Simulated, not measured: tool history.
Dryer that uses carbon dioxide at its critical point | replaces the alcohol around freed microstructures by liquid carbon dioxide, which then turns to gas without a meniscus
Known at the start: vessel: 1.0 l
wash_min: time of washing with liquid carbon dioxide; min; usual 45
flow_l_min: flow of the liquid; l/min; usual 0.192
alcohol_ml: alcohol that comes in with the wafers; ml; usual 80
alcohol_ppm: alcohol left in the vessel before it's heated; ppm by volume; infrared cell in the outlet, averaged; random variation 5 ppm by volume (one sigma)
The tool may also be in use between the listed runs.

Run 1, hour 0.0: usual settings. Result: alcohol_ppm 57 ppm by volume.
Run 2, hour 15.7: usual settings but flow_l_min 0.156 l/min. Result: alcohol_ppm 208 ppm by volume.
Run 3, hour 29.9: usual settings but flow_l_min 0.156 l/min. Result: alcohol_ppm 216 ppm by volume.
Run 4, hour 39.9: usual settings but flow_l_min 0.156 l/min. Result: alcohol_ppm 223 ppm by volume.
Run 5, hour 50.3: usual settings but flow_l_min 0.156 l/min. Result: alcohol_ppm 225 ppm by volume.
Run 6, hour 65.6: usual settings but flow_l_min 0.156 l/min. Result: alcohol_ppm 237 ppm by volume.
Run 7, hour 79.0: usual settings but flow_l_min 0.156 l/min. Result: alcohol_ppm 233 ppm by volume.
Run 8, hour 94.7: usual settings but wash_min 57 min. Result: alcohol_ppm 38 ppm by volume.
Run 9, hour 103.2: usual settings but wash_min 29 min. Result: alcohol_ppm 753 ppm by volume.
Run 10, hour 114.4: usual settings but wash_min 29 min. Result: alcohol_ppm 720 ppm by volume.
Run 11, hour 125.5: usual settings but wash_min 29 min, alcohol_ml 84 ml. Result: alcohol_ppm 764 ppm by volume.
Run 12, hour 138.6: usual settings but wash_min 29 min, alcohol_ml 84 ml. Result: alcohol_ppm 797 ppm by volume.
Run 13, hour 145.3: usual settings but wash_min 29 min, alcohol_ml 84 ml. Result: alcohol_ppm 808 ppm by volume.
Run 14, hour 158.4: usual settings but wash_min 29 min, alcohol_ml 84 ml. Result: alcohol_ppm 803 ppm by volume.
Run 15, hour 168.3: usual settings. Result: alcohol_ppm 92 ppm by volume.
Run 16, hour 182.4: usual settings. Result: alcohol_ppm 88 ppm by volume.
Run 17, hour 195.4: usual settings but wash_min 35 min. Result: alcohol_ppm 326 ppm by volume.
Run 18, hour 206.8: usual settings but wash_min 35 min. Result: alcohol_ppm 321 ppm by volume.
Run 19, hour 216.0: usual settings but wash_min 34 min. Result: alcohol_ppm 388 ppm by volume.
Run 20, hour 230.5: usual settings but wash_min 34 min. Result: alcohol_ppm 388 ppm by volume.
Run 21, hour 240.6: usual settings but wash_min 34 min. Result: alcohol_ppm 382 ppm by volume.
Run 22, hour 255.4: usual settings. Result: alcohol_ppm 95 ppm by volume.
Run 23, hour 264.2: usual settings but flow_l_min 0.141 l/min. Result: alcohol_ppm 439 ppm by volume.
Run 24, hour 271.0: usual settings but flow_l_min 0.141 l/min. Result: alcohol_ppm 436 ppm by volume.
Run 25, hour 281.1: usual settings but flow_l_min 0.155 l/min. Result: alcohol_ppm 276 ppm by volume.
Run 26, hour 295.2: usual settings but wash_min 59 min, flow_l_min 0.168 l/min, alcohol_ml 22 ml. Result: alcohol_ppm 44 ppm by volume.
Run 27, hour 307.0: usual settings but wash_min 37 min. Result: alcohol_ppm 265 ppm by volume.
Run 28, hour 322.7: usual settings but wash_min 33 min, flow_l_min 0.193 l/min, alcohol_ml 34 ml. Result: alcohol_ppm 225 ppm by volume.
Run 29, hour 330.1: usual settings but alcohol_ml 64 ml. Result: alcohol_ppm 95 ppm by volume.
Run 30, hour 344.4: usual settings but alcohol_ml 64 ml. Result: alcohol_ppm 93 ppm by volume.
Run 31, hour 357.4: usual settings but wash_min 50 min, flow_l_min 0.269 l/min, alcohol_ml 55 ml. Result: alcohol_ppm 43 ppm by volume.
Run 32, hour 366.3: usual settings but wash_min 50 min, flow_l_min 0.258 l/min, alcohol_ml 52 ml. Result: alcohol_ppm 39 ppm by volume.
Run 33, hour 376.2: usual settings but wash_min 49 min, flow_l_min 0.258 l/min, alcohol_ml 55 ml. Result: alcohol_ppm 43 ppm by volume.
Run 34, hour 390.3: usual settings but flow_l_min 0.137 l/min, alcohol_ml 119 ml. Result: alcohol_ppm 765 ppm by volume.
Run 35, hour 405.7: usual settings but flow_l_min 0.137 l/min, alcohol_ml 119 ml. Result: alcohol_ppm 801 ppm by volume.
Run 36, hour 414.3: usual settings but flow_l_min 0.137 l/min, alcohol_ml 119 ml. Result: alcohol_ppm 799 ppm by volume.
Run 37, hour 428.9: usual settings but flow_l_min 0.193 l/min, alcohol_ml 33 ml. Result: alcohol_ppm 79 ppm by volume.
Run 38, hour 445.0: usual settings but wash_min 44 min, flow_l_min 0.267 l/min. Result: alcohol_ppm 45 ppm by volume.
Run 39, hour 456.1: usual settings but wash_min 67 min, flow_l_min 0.319 l/min, alcohol_ml 91 ml. Result: alcohol_ppm 35 ppm by volume.
Run 40, hour 463.4: usual settings but wash_min 33 min, flow_l_min 0.275 l/min, alcohol_ml 46 ml. Result: alcohol_ppm 77 ppm by volume.
Run 41, hour 474.6: usual settings but wash_min 37 min, flow_l_min 0.138 l/min, alcohol_ml 46 ml. Result: alcohol_ppm 785 ppm by volume.
Run 42, hour 481.4: usual settings but wash_min 63 min, flow_l_min 0.217 l/min. Result: alcohol_ppm 56 ppm by volume.
Run 43, hour 490.1: usual settings but wash_min 63 min, flow_l_min 0.217 l/min. Result: alcohol_ppm 53 ppm by volume.
Run 44, hour 499.6: usual settings but wash_min 63 min, flow_l_min 0.217 l/min. Result: alcohol_ppm 60 ppm by volume.
Run 45, hour 513.3: usual settings but flow_l_min 0.129 l/min, alcohol_ml 35 ml. Result: alcohol_ppm 366 ppm by volume.
Run 46, hour 522.7: usual settings but flow_l_min 0.129 l/min, alcohol_ml 35 ml. Result: alcohol_ppm 386 ppm by volume.
Run 47, hour 537.7: usual settings but flow_l_min 0.129 l/min, alcohol_ml 35 ml. Result: alcohol_ppm 370 ppm by volume.

Forecast each of these 4 alternatives for the next run:
Run A, hour 546.1: usual settings but flow_l_min 0.241 l/min, alcohol_ml 42 ml. Result: alcohol_ppm ?.
Run B, hour 546.1: usual settings but flow_l_min 0.129 l/min, alcohol_ml 60 ml. Result: alcohol_ppm ?.
Run C, hour 546.1: usual settings but flow_l_min 0.275 l/min, alcohol_ml 46 ml. Result: alcohol_ppm ?.
Run D, hour 546.1: usual settings but wash_min 27 min, flow_l_min 0.257 l/min, alcohol_ml 27 ml. Result: alcohol_ppm ?.

run  alcohol_ppm
  A           53
  B          612
  C           54
  D          170
Without the tool's hidden state the same runs would have given:
run  alcohol_ppm
  A            1
  B          323
  C            5
  D           70

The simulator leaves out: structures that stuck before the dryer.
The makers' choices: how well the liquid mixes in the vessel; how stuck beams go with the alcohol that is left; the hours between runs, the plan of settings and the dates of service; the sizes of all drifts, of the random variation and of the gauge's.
